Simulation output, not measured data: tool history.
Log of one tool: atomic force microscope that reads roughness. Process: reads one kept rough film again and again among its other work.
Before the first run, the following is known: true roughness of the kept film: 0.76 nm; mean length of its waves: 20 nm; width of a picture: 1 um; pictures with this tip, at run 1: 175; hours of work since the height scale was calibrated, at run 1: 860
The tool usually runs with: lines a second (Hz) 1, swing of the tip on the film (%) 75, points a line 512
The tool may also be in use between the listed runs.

run    hour  lines a second (Hz)  swing of the tip on the film (%)  points a line  pictures with this tip  hours of work since the height scale was calibrated  roughness of the kept film (nm (root mean square))
  1       0                    1                                75            512                     175                                                  860                                               0.684
  2    57.1                    1                                75            512                     261                                                  898                                                0.68
       62.6  -- new tip fitted
  3   100.1                    1                                75            512                      57                                                  926                                               0.679
  4   148.3                    1                                75            512                     130                                                  958                                               0.678
  5   201.5                    1                                75            512                     211                                                  994                                               0.682
        240  -- new tip fitted
  6   250.3                    1                                75            512                      15                                                 1026                                               0.679
  7     305                    1                                75            512                      99                                                 1062                                               0.683
  8   352.6                    1                                75            512                     171                                                 1094                                               0.674
  9   391.3                    1                                60            512                     230                                                 1119                                               0.692
      419.3  -- new tip fitted
 10     465                    1                                75            512                      70                                                 1168                                               0.694
 11   525.8                    1                                75            512                     162                                                 1208                                               0.681
 12     582                    1                                75            512                     248                                                 1246                                                0.67
      595.4  -- new tip fitted
 13   652.5                    1                                75            512                      87                                                 1292                                               0.683
 14   693.8                    1                                75            512                     150                                                 1320                                               0.681
 15   736.8                 0.55                                75            512                     215                                                 1348                                               0.692
      771.2  -- new tip fitted
 16     789                    1                                62            512                      27                                                 1382                                                0.69
 17   833.8                 1.21                                75            512                      95                                                 1412                                               0.682
 18   881.5                 1.21                                75            512                     167                                                 1444                                               0.672
 19   933.9                    1                                84            512                     247                                                 1479                                               0.673
      947.2  -- new tip fitted
 20   993.6                    1                                75            512                      71                                                 1518                                                0.68
 21  1052.2                    1                                75            512                     160                                                 1557                                               0.684
 22  1083.8                    1                                60            512                     208                                                 1578                                               0.691
     1126.5  -- new tip fitted
 23  1142.3                    1                                82            512                      24                                                 1616                                                0.66
 24  1193.5                    1                                82            512                     102                                                 1650                                               0.666
 25  1247.4                    1                                82            512                     183                                                 1686                                               0.663
 26  1291.6                    1                                84            494                     251                                                 1716                                               0.662
     1302.9  -- new tip fitted
 27  1350.2                    1                                84            494                      72                                                 1754                                               0.671
 28    1422                    1                                74            986                     181                                                 1802                                               0.688
 29  1467.6                    1                                62            369                     250                                                 1832                                               0.674
     1479.5  -- new tip fitted
 30  1533.6                    1                                62            369                      82                                                 1876                                               0.679
 31  1573.5                    1                                60            512                     142                                                 1902                                               0.689
 32  1642.2                 2.74                                60            512                     247                                                 1948                                               0.678
     1656.5  -- new tip fitted
 33    1710                    1                                70            697                      81                                                 1992                                               0.687
 34  1752.6                 2.16                                76            263                     146                                                 2021                                               0.647
 35  1789.5                 2.16                                76            263                     202                                                 2045                                               0.645
     1833.2  -- new tip fitted
 36    1862                 3.98                                76            263                      44                                                 2093                                               0.614
 37  1919.2                 3.98                                76            263                     131                                                 2131                                               0.612
 38  1960.8                    1                                70           1004                     194                                                 2159                                               0.693
     2006.7  -- new tip fitted
 39  2014.7                    1                                84           1004                      12                                                 2194                                               0.683
 40  2071.7                    1                                68            297                      99                                                 2232                                                0.68
 41  2135.7                    1                                68            297                     196                                                 2275                                               0.669
     2180.9  -- new tip fitted
 42    2187                 1.33                                66            585                       9                                                 2308                                                0.68
 43  2254.8                 1.33                                66            585                     112                                                 2353                                               0.691
     2312.2  -- height scale calibrated on a step standard
 44  2323.5                 0.84                                68            653                     215                                                    7                                               0.688
     2359.7  -- new tip fitted
 45  2390.9                 0.84                                68           1003                      48                                                   52                                                0.69
 46  2462.8                 2.16                                57            656                     157                                                  100                                                0.69

Each row is a separate what-if for the run after 46, all from the same tool condition, not one after another. Results?
  A  2499.8                 2.76                                57            345                     213                                                  124                                                   ?
  B  2499.8                 2.09                                57            801                     213                                                  124                                                   ?
  C  2499.8                 2.84                                75            512                     213                                                  124                                                   ?
  D  2499.8                    1                                60            767                     213                                                  124                                                   ?

run  roughness of the kept film (nm (root mean square))
  A                                               0.675
  B                                               0.693
  C                                               0.658
  D                                               0.693
With the hidden condition removed and each run's random variation left untouched, the same runs would have given:
run  roughness of the kept film (nm (root mean square))
  A                                               0.679
  B                                               0.697
  C                                               0.662
  D                                               0.697
